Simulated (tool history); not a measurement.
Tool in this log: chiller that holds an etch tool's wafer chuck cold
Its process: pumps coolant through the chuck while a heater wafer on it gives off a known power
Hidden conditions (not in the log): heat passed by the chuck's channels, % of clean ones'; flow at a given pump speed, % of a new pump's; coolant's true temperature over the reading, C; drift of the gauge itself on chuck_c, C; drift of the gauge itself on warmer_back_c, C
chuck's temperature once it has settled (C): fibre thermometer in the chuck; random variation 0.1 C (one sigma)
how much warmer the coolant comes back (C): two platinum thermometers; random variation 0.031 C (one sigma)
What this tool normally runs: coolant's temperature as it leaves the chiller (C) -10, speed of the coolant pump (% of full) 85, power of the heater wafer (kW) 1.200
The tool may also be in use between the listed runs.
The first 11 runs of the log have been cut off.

run	hour	coolant's temperature as it leaves the chiller (C)	speed of the coolant pump (% of full)	power of the heater wafer (kW)	hours since the coolant was changed and the channels were flushed	hours since the pump was overhauled	hours since the chiller's thermometer was calibrated	chuck's temperature once it has settled (C)	how much warmer the coolant comes back (C)
12	1087.1	-10	85	1.200	986	4522	3080	-3.1	2.66
13	1192.8	-10	85	1.200	1091	4627	3185	-3.2	2.70
14	1286.1	-10	85	1.200	1185	4721	3279	-3.3	2.69
15	1371.2	-2	85	1.200	1270	4806	3364	4.9	2.66
16	1441.7	-2	85	1.200	1340	4876	3434	4.9	2.71
17	1577.8	-1	85	0.887	1476	5012	3571	4.1	2.06
18	1687.4	-1	81	1.499	1586	5122	3680	8.0	3.54
19	1775.3	-1	81	1.499	1674	5210	3768	7.9	3.58
20	1859.7	-9	79	1.182	1758	5294	3852	-1.9	2.89
21	1947.1	-17	69	1.042	1846	5382	3940	-10.1	2.93
22	2044.3	-10	78	0.704	1943	5479	4037	-5.7	1.77
23	2170.3	-10	71	0.743	2069	5605	4163	-5.0	2.08
# hour 2202.1: gauge calibrated
24	2256.8	-8	85	1.532	2155	5691	4249	0.9	3.27
25	2369.0	-8	67	1.200	2268	5804	4362	-0.3	3.32
26	2463.9	-8	67	1.200	2362	5899	4457	0.2	3.35
27	2556.3	-8	67	1.200	2455	5991	4549	0.2	3.38
28	2672.6	-10	67	1.200	2571	6107	4665	-1.9	3.36
29	2766.7	-10	67	1.200	2665	6201	4759	-1.9	3.37
# hour 2808.6: chiller's thermometer calibrated
30	2882.3	-10	67	1.200	2780	6316	74	-2.0	3.39
31	2975.2	-5	85	1.721	2873	6409	167	5.0	3.79

Predict each of these 3 candidate next runs independently; none follows another, all start after run 31:
A	3061.3	-10	85	0.829	2959	6495	253	?	?
B	3061.3	-10	85	0.638	2959	6495	253	?	?
C	3061.3	-16	85	0.647	2959	6495	253	?	?

run	chuck's temperature once it has settled (C)	how much warmer the coolant comes back (C)
A	-5.1	1.80
B	-6.4	1.42
C	-12.4	1.44
What these runs would have given with no unlogged condition in the tool:
run	chuck's temperature once it has settled (C)	how much warmer the coolant comes back (C)
A	-5.1	1.73
B	-6.4	1.35
C	-12.4	1.37

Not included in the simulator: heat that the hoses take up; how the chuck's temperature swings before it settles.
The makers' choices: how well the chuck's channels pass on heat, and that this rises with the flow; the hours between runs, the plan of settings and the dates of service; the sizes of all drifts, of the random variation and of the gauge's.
